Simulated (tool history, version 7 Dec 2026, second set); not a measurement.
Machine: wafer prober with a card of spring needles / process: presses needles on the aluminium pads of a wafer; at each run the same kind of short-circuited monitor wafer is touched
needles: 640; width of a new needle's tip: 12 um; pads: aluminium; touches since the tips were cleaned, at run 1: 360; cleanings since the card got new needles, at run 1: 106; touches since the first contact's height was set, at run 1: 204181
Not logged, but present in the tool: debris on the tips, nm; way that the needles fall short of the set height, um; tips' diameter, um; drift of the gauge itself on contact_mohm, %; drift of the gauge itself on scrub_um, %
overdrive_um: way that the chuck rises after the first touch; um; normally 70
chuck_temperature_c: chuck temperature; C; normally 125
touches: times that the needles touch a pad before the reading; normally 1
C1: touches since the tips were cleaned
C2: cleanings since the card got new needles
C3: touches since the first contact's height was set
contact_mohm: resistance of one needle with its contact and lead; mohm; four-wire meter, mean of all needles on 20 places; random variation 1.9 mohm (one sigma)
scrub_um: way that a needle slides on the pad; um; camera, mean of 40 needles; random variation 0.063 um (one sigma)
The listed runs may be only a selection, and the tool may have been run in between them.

{"run": 1, "hour": 0.0, "overdrive_um": 70, "chuck_temperature_c": 125, "touches": 1, "C1": 360, "C2": 106, "C3": 204181, "contact_mohm": 224, "scrub_um": 10.73}
{"hour": 4.0, "done": "tips cleaned on abrasive film"}
{"hour": 8.8, "done": "tips cleaned on abrasive film"}
{"run": 2, "hour": 11.7, "overdrive_um": 75, "chuck_temperature_c": 125, "touches": 1, "C1": 1322, "C2": 108, "C3": 209423, "contact_mohm": 234, "scrub_um": 11.56}
{"hour": 13.7, "done": "tips cleaned on abrasive film"}
{"hour": 18.5, "done": "tips cleaned on abrasive film"}
{"hour": 23.4, "done": "tips cleaned on abrasive film"}
{"run": 3, "hour": 23.8, "overdrive_um": 75, "chuck_temperature_c": 125, "touches": 1, "C1": 155, "C2": 111, "C3": 214811, "contact_mohm": 213, "scrub_um": 11.48}
{"hour": 28.2, "done": "tips cleaned on abrasive film"}
{"hour": 29.5, "done": "height of the first contact set anew"}
{"hour": 33.3, "done": "tips cleaned on abrasive film"}
{"run": 4, "hour": 36.6, "overdrive_um": 70, "chuck_temperature_c": 36, "touches": 1, "C1": 1515, "C2": 113, "C3": 3195, "contact_mohm": 221, "scrub_um": 11.87}
{"hour": 37.7, "done": "tips cleaned on abrasive film"}
{"hour": 41.7, "done": "tips cleaned on abrasive film"}
{"hour": 46.6, "done": "tips cleaned on abrasive film"}
{"hour": 51.6, "done": "tips cleaned on abrasive film"}
{"run": 5, "hour": 52.4, "overdrive_um": 70, "chuck_temperature_c": 34, "touches": 1, "C1": 361, "C2": 117, "C3": 10221, "contact_mohm": 200, "scrub_um": 11.84}
{"hour": 56.1, "done": "tips cleaned on abrasive film"}
{"hour": 60.4, "done": "tips cleaned on abrasive film"}
{"hour": 65.2, "done": "tips cleaned on abrasive film"}
{"run": 6, "hour": 69.1, "overdrive_um": 70, "chuck_temperature_c": 125, "touches": 2, "C1": 1777, "C2": 120, "C3": 17707, "contact_mohm": 231, "scrub_um": 11.67}
{"hour": 70.2, "done": "tips cleaned on abrasive film"}
{"hour": 74.6, "done": "tips cleaned on abrasive film"}
{"hour": 79.7, "done": "tips cleaned on abrasive film"}
{"run": 7, "hour": 81.9, "overdrive_um": 70, "chuck_temperature_c": 125, "touches": 2, "C1": 1033, "C2": 123, "C3": 23429, "contact_mohm": 220, "scrub_um": 11.86}
{"hour": 84.0, "done": "tips cleaned on abrasive film"}
{"hour": 88.8, "done": "tips cleaned on abrasive film"}
{"hour": 93.7, "done": "tips cleaned on abrasive film"}
{"hour": 98.3, "done": "tips cleaned on abrasive film"}
{"run": 8, "hour": 99.3, "overdrive_um": 79, "chuck_temperature_c": 125, "touches": 1, "C1": 439, "C2": 127, "C3": 31181, "contact_mohm": 215, "scrub_um": 13.28}
{"hour": 103.2, "done": "tips cleaned on abrasive film"}
{"hour": 107.2, "done": "tips cleaned on abrasive film"}
{"hour": 111.6, "done": "tips cleaned on abrasive film"}
{"hour": 116.3, "done": "tips cleaned on abrasive film"}
{"run": 9, "hour": 116.3, "overdrive_um": 70, "chuck_temperature_c": 125, "touches": 1, "C1": 0, "C2": 131, "C3": 38766, "contact_mohm": 209, "scrub_um": 11.62}
{"hour": 121.2, "done": "tips cleaned on abrasive film"}
{"run": 10, "hour": 123.4, "overdrive_um": 70, "chuck_temperature_c": 125, "touches": 1, "C1": 1010, "C2": 132, "C3": 41940, "contact_mohm": 227, "scrub_um": 11.56}
{"hour": 125.4, "done": "tips cleaned on abrasive film"}
{"hour": 130.2, "done": "tips cleaned on abrasive film"}
{"run": 11, "hour": 131.7, "overdrive_um": 70, "chuck_temperature_c": 125, "touches": 1, "C1": 722, "C2": 134, "C3": 45674, "contact_mohm": 225, "scrub_um": 11.65}
{"hour": 134.6, "done": "tips cleaned on abrasive film"}
{"hour": 139.4, "done": "tips cleaned on abrasive film"}
{"run": 12, "hour": 141.6, "overdrive_um": 70, "chuck_temperature_c": 125, "touches": 1, "C1": 978, "C2": 136, "C3": 50067, "contact_mohm": 222, "scrub_um": 11.64}
{"hour": 143.6, "done": "tips cleaned on abrasive film"}
{"hour": 148.6, "done": "tips cleaned on abrasive film"}
{"run": 13, "hour": 152.1, "overdrive_um": 70, "chuck_temperature_c": 125, "touches": 1, "C1": 1580, "C2": 138, "C3": 54782, "contact_mohm": 244, "scrub_um": 11.6}
{"hour": 153.0, "done": "tips cleaned on abrasive film"}
{"hour": 157.0, "done": "tips cleaned on abrasive film"}
{"hour": 161.8, "done": "tips cleaned on abrasive film"}
{"run": 14, "hour": 165.6, "overdrive_um": 64, "chuck_temperature_c": 125, "touches": 2, "C1": 1745, "C2": 141, "C3": 60797, "contact_mohm": 235, "scrub_um": 10.47}
{"hour": 166.7, "done": "tips cleaned on abrasive film"}
{"hour": 171.3, "done": "tips cleaned on abrasive film"}
{"hour": 175.8, "done": "tips cleaned on abrasive film"}
{"run": 15, "hour": 175.8, "overdrive_um": 85, "chuck_temperature_c": 26, "touches": 2, "C1": 0, "C2": 144, "C3": 65325, "contact_mohm": 187, "scrub_um": 14.06}
{"hour": 180.7, "done": "tips cleaned on abrasive film"}
{"hour": 185.5, "done": "tips cleaned on abrasive film"}
{"run": 16, "hour": 188.6, "overdrive_um": 74, "chuck_temperature_c": 108, "touches": 1, "C1": 1433, "C2": 146, "C3": 71078, "contact_mohm": 236, "scrub_um": 12.28}
{"hour": 189.7, "done": "tips cleaned on abrasive film"}
{"hour": 194.4, "done": "tips cleaned on abrasive film"}
{"hour": 199.1, "done": "tips cleaned on abrasive film"}
{"hour": 204.1, "done": "tips cleaned on abrasive film"}
{"run": 17, "hour": 204.2, "overdrive_um": 68, "chuck_temperature_c": 91, "touches": 2, "C1": 16, "C2": 150, "C3": 77999, "contact_mohm": 205, "scrub_um": 11.13}
{"hour": 208.7, "done": "tips cleaned on abrasive film"}
{"hour": 213.5, "done": "tips cleaned on abrasive film"}
{"hour": 218.1, "done": "tips cleaned on abrasive film"}
{"run": 18, "hour": 221.4, "overdrive_um": 68, "chuck_temperature_c": 91, "touches": 2, "C1": 1501, "C2": 153, "C3": 85718, "contact_mohm": 226, "scrub_um": 11.01}
{"hour": 222.5, "done": "tips cleaned on abrasive film"}
{"hour": 227.5, "done": "tips cleaned on abrasive film"}
{"hour": 231.5, "done": "tips cleaned on abrasive film"}
{"hour": 236.0, "done": "tips cleaned on abrasive film"}
{"run": 19, "hour": 236.3, "overdrive_um": 82, "chuck_temperature_c": 29, "touches": 1, "C1": 152, "C2": 157, "C3": 92371, "contact_mohm": 189, "scrub_um": 13.52}
{"hour": 240.1, "done": "tips cleaned on abrasive film"}
{"hour": 244.8, "done": "tips cleaned on abrasive film"}
{"hour": 249.4, "done": "tips cleaned on abrasive film"}
{"run": 20, "hour": 250.2, "overdrive_um": 82, "chuck_temperature_c": 29, "touches": 1, "C1": 350, "C2": 160, "C3": 98556, "contact_mohm": 195, "scrub_um": 13.26}
{"hour": 253.9, "done": "tips cleaned on abrasive film"}
{"hour": 257.9, "done": "tips cleaned on abrasive film"}
{"hour": 262.8, "done": "tips cleaned on abrasive film"}
{"hour": 266.8, "done": "tips cleaned on abrasive film"}
{"run": 21, "hour": 267.5, "overdrive_um": 85, "chuck_temperature_c": 29, "touches": 1, "C1": 297, "C2": 164, "C3": 106265, "contact_mohm": 189, "scrub_um": 13.9}
{"hour": 271.4, "done": "tips cleaned on abrasive film"}
{"hour": 276.0, "done": "tips cleaned on abrasive film"}
{"run": 22, "hour": 277.4, "overdrive_um": 85, "chuck_temperature_c": 29, "touches": 1, "C1": 651, "C2": 166, "C3": 110723, "contact_mohm": 198, "scrub_um": 13.81}
{"hour": 280.5, "done": "tips cleaned on abrasive film"}
{"hour": 285.2, "done": "tips cleaned on abrasive film"}
{"run": 23, "hour": 288.4, "overdrive_um": 69, "chuck_temperature_c": 40, "touches": 1, "C1": 1417, "C2": 168, "C3": 115615, "contact_mohm": 227, "scrub_um": 11.07}
{"hour": 289.4, "done": "tips cleaned on abrasive film"}
{"hour": 293.5, "done": "tips cleaned on abrasive film"}
{"hour": 298.1, "done": "tips cleaned on abrasive film"}
{"hour": 302.5, "done": "tips cleaned on abrasive film"}
{"run": 24, "hour": 302.5, "overdrive_um": 70, "chuck_temperature_c": 125, "touches": 2, "C1": 0, "C2": 172, "C3": 121889, "contact_mohm": 214, "scrub_um": 11.25}

Consider 4 possible next runs. They are alternatives, not a sequence: every one starts from the tool as it was left by run 24. What does each give?
{"hour": 307.3, "done": "tips cleaned on abrasive film"}
{"hour": 312.2, "done": "tips cleaned on abrasive film"}
{"hour": 317.0, "done": "tips cleaned on abrasive film"}
{"run": "A", "hour": 319.3, "overdrive_um": 79, "chuck_temperature_c": 125, "touches": 3, "C1": 1021, "C2": 175, "C3": 129412, "contact_mohm": "?", "scrub_um": "?"}
{"hour": 307.3, "done": "tips cleaned on abrasive film"}
{"hour": 312.2, "done": "tips cleaned on abrasive film"}
{"hour": 317.0, "done": "tips cleaned on abrasive film"}
{"run": "B", "hour": 319.3, "overdrive_um": 63, "chuck_temperature_c": 125, "touches": 1, "C1": 1021, "C2": 175, "C3": 129412, "contact_mohm": "?", "scrub_um": "?"}
{"hour": 307.3, "done": "tips cleaned on abrasive film"}
{"hour": 312.2, "done": "tips cleaned on abrasive film"}
{"hour": 317.0, "done": "tips cleaned on abrasive film"}
{"run": "C", "hour": 319.3, "overdrive_um": 70, "chuck_temperature_c": 37, "touches": 2, "C1": 1021, "C2": 175, "C3": 129412, "contact_mohm": "?", "scrub_um": "?"}
{"hour": 307.3, "done": "tips cleaned on abrasive film"}
{"hour": 312.2, "done": "tips cleaned on abrasive film"}
{"hour": 317.0, "done": "tips cleaned on abrasive film"}
{"run": "D", "hour": 319.3, "overdrive_um": 52, "chuck_temperature_c": 125, "touches": 2, "C1": 1021, "C2": 175, "C3": 129412, "contact_mohm": "?", "scrub_um": "?"}

run=A contact_mohm=217 scrub_um=12.7
run=B contact_mohm=246 scrub_um=10
run=C contact_mohm=206 scrub_um=11.1
run=D contact_mohm=249 scrub_um=8.12
Without the tool's unlogged condition, the same runs would have read:
run=A contact_mohm=205 scrub_um=13.41
run=B contact_mohm=208 scrub_um=10.71
run=C contact_mohm=183 scrub_um=11.8
run=D contact_mohm=212 scrub_um=8.83
